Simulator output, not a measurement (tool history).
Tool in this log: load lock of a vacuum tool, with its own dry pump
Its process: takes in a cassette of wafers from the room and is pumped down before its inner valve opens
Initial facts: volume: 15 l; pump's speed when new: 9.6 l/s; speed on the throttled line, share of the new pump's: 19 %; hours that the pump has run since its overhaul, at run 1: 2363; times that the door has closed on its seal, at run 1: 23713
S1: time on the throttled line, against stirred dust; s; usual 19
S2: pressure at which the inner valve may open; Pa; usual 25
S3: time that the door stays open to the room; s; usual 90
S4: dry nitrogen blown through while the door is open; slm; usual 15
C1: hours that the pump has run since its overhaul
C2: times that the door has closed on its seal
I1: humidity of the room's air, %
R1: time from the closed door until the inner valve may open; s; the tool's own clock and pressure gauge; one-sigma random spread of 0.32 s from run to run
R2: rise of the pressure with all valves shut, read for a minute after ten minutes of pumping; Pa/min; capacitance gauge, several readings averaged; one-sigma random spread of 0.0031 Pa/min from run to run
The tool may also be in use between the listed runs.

run 1 hour=0 | S1=19 S2=25 S3=90 S4=15 | C1=2363 C2=23713 | I1=43.4 | R1=28.4 R2=0.316
run 2 hour=136 | S1=19 S2=25 S3=108 S4=15 | C1=2499 C2=24039 | I1=45.2 | R1=29.1 R2=0.329
run 3 hour=316.1 | S1=11 S2=25 S3=90 S4=15 | C1=2680 C2=24470 | I1=44.8 | R1=22.1 R2=0.332
run 4 hour=480.6 | S1=11 S2=25 S3=90 S4=15 | C1=2844 C2=24864 | I1=45.2 | R1=22.2 R2=0.334
run 5 hour=588.3 | S1=19 S2=25 S3=90 S4=15 | C1=2952 C2=25122 | I1=47.8 | R1=28.2 R2=0.34
run 6 hour=702.5 | S1=19 S2=24 S3=90 S4=15 | C1=3066 C2=25396 | I1=47.3 | R1=28.5 R2=0.342
run 7 hour=797.3 | S1=19 S2=24 S3=90 S4=15 | C1=3161 C2=25622 | I1=44.3 | R1=28 R2=0.35
run 8 hour=900.6 | S1=19 S2=24 S3=90 S4=15 | C1=3264 C2=25870 | I1=42.1 | R1=29 R2=0.343
run 9 hour=994.6 | S1=19 S2=25 S3=90 S4=5 | C1=3358 C2=26095 | I1=44.7 | R1=29.3 R2=0.367
run 10 hour=1166.6 | S1=19 S2=25 S3=121 S4=15 | C1=3530 C2=26507 | I1=44.9 | R1=28.5 R2=0.376
run 11 hour=1312.7 | S1=19 S2=25 S3=121 S4=15 | C1=3676 C2=26857 | I1=44.4 | R1=28.3 R2=0.386
run 12 hour=1405.3 | S1=19 S2=25 S3=121 S4=15 | C1=3769 C2=27078 | I1=48.6 | R1=28.5 R2=0.393
run 13 hour=1534.3 | S1=19 S2=25 S3=121 S4=36 | C1=3898 C2=27387 | I1=45.6 | R1=28.5 R2=0.368
run 14 hour=1629.7 | S1=19 S2=25 S3=90 S4=15 | C1=3993 C2=27616 | I1=42.4 | R1=28.6 R2=0.376
run 15 hour=1764.6 | S1=19 S2=25 S3=33 S4=15 | C1=4128 C2=27938 | I1=46.3 | R1=29.1 R2=0.35
run 16 hour=1843.4 | S1=19 S2=25 S3=90 S4=15 | C1=4207 C2=28127 | I1=43.4 | R1=29 R2=0.388
run 17 hour=2005 | S1=19 S2=25 S3=90 S4=15 | C1=4368 C2=28514 | I1=47.5 | R1=29.1 R2=0.4
run 18 hour=2180.7 | S1=19 S2=25 S3=90 S4=15 | C1=4544 C2=28935 | I1=44.3 | R1=28.9 R2=0.399
run 19 hour=2314.2 | S1=10 S2=20 S3=160 S4=23 | C1=4678 C2=29255 | I1=45.7 | R1=22 R2=0.429
run 20 hour=2480.1 | S1=13 S2=25 S3=90 S4=6 | C1=4844 C2=29652 | I1=46.8 | R1=24.3 R2=0.424
run 21 hour=2637.6 | S1=13 S2=25 S3=90 S4=6 | C1=5001 C2=30029 | I1=44.8 | R1=23.8 R2=0.436
run 22 hour=2736.8 | S1=13 S2=25 S3=90 S4=6 | C1=5100 C2=30266 | I1=47.1 | R1=23.6 R2=0.448
run 23 hour=2842.8 | S1=13 S2=25 S3=27 S4=8 | C1=5206 C2=30520 | I1=43.1 | R1=24.3 R2=0.396
run 24 hour=3000.9 | S1=19 S2=25 S3=57 S4=36 | C1=5364 C2=30899 | I1=43 | R1=28.6 R2=0.4
run 25 hour=3078.2 | S1=21 S2=43 S3=37 S4=6 | C1=5442 C2=31084 | I1=45.5 | R1=29.5 R2=0.421
run 26 hour=3241.2 | S1=21 S2=43 S3=37 S4=6 | C1=5605 C2=31474 | I1=45 | R1=29.6 R2=0.423
run 27 hour=3323.4 | S1=21 S2=43 S3=37 S4=6 | C1=5687 C2=31671 | I1=48.2 | R1=29.9 R2=0.423
run 28 hour=3412.9 | S1=21 S2=23 S3=37 S4=21 | C1=5776 C2=31885 | I1=42.3 | R1=30.2 R2=0.415
-- hour=3440 door's seal changed, seat wiped
run 29 hour=3491.4 | S1=16 S2=40 S3=26 S4=17 | C1=5853 C2=123 | I1=43.3 | R1=25.8 R2=0.033
run 30 hour=3621.5 | S1=22 S2=40 S3=38 S4=36 | C1=5983 C2=434 | I1=45.5 | R1=30.6 R2=0.033
run 31 hour=3750.4 | S1=22 S2=40 S3=28 S4=12 | C1=6112 C2=743 | I1=42.3 | R1=30.3 R2=0.035
run 32 hour=3911.5 | S1=22 S2=40 S3=28 S4=12 | C1=6273 C2=1129 | I1=45.6 | R1=30.9 R2=0.039
run 33 hour=4051.1 | S1=18 S2=40 S3=28 S4=12 | C1=6413 C2=1463 | I1=48 | R1=27.3 R2=0.043

Run 34 is up next; what results do you expect?
run 34 hour=4221 | S1=18 S2=40 S3=28 S4=12 | C1=6583 C2=1870 | I1=45.5 | R1=? R2=?

{"run 34": {"R1": 27.6, "R2": 0.047}}
With no hidden state in the tool, this same run would have given R1 27 s, R2 0.04 Pa/min.
